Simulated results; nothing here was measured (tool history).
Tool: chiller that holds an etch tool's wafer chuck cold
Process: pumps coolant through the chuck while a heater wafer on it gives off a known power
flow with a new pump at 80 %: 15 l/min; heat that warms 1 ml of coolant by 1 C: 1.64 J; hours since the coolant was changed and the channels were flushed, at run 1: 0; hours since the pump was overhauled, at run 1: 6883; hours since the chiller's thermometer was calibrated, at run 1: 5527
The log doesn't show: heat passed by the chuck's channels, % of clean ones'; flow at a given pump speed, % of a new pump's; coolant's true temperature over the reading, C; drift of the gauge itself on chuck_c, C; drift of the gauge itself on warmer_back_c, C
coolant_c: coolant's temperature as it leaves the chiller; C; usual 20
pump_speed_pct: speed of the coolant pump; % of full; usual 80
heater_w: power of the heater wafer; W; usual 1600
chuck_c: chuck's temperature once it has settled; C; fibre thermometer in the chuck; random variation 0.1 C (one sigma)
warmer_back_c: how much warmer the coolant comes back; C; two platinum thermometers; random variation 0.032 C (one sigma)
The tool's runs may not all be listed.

| run | hour | coolant_c | pump_speed_pct | heater_w | hours since the coolant was changed and the channels were flushed | hours since the pump was overhauled | hours since the chiller's thermometer was calibrated | chuck_c | warmer_back_c |
|---|---|---|---|---|---|---|---|---|---|
| 1 | 0 | 20 | 80 | 1600 | 0 | 6883 | 5527 | 32.1 | 3.94 |
| 2 | 122 | 20 | 80 | 1600 | 122 | 7005 | 5649 | 32 | 3.92 |
| 3 | 206.9 | 20 | 80 | 1600 | 207 | 7090 | 5734 | 32.1 | 3.88 |
|  | 222.3 | chiller's thermometer calibrated |
| 4 | 301.8 | 20 | 80 | 1600 | 301 | 7184 | 79 | 32 | 3.91 |
| 5 | 462.4 | 20 | 80 | 1600 | 461 | 7344 | 240 | 32.1 | 3.9 |
| 6 | 548.4 | 20 | 80 | 1600 | 547 | 7430 | 326 | 32 | 3.86 |
| 7 | 638.6 | 20 | 80 | 1600 | 638 | 7521 | 416 | 32 | 3.92 |
| 8 | 732.2 | 20 | 80 | 1600 | 731 | 7614 | 510 | 32.1 | 3.87 |
| 9 | 886.9 | 16 | 80 | 1600 | 886 | 7769 | 665 | 27.8 | 3.84 |
| 10 | 1026.7 | 16 | 80 | 1600 | 1026 | 7909 | 804 | 27.9 | 3.91 |
| 11 | 1118.4 | 16 | 80 | 2156 | 1117 | 8000 | 896 | 32.2 | 5.28 |
| 12 | 1289.9 | 16 | 80 | 2156 | 1289 | 8172 | 1068 | 32.1 | 5.24 |
| 13 | 1382 | 23 | 80 | 1500 | 1381 | 8264 | 1160 | 34.4 | 3.67 |
| 14 | 1555.3 | 11 | 70 | 2101 | 1554 | 8437 | 1333 | 28.3 | 5.96 |

The next listed run, before its measurement:
| 15 | 1709 | 11 | 71 | 2101 | 1708 | 8591 | 1487 | ? | ? |

{"run 15": {"chuck_c": 28.1, "warmer_back_c": 5.85}}
Without the tool's hidden state the same run would have given chuck_c 28 C, warmer_back_c 5.84 C.

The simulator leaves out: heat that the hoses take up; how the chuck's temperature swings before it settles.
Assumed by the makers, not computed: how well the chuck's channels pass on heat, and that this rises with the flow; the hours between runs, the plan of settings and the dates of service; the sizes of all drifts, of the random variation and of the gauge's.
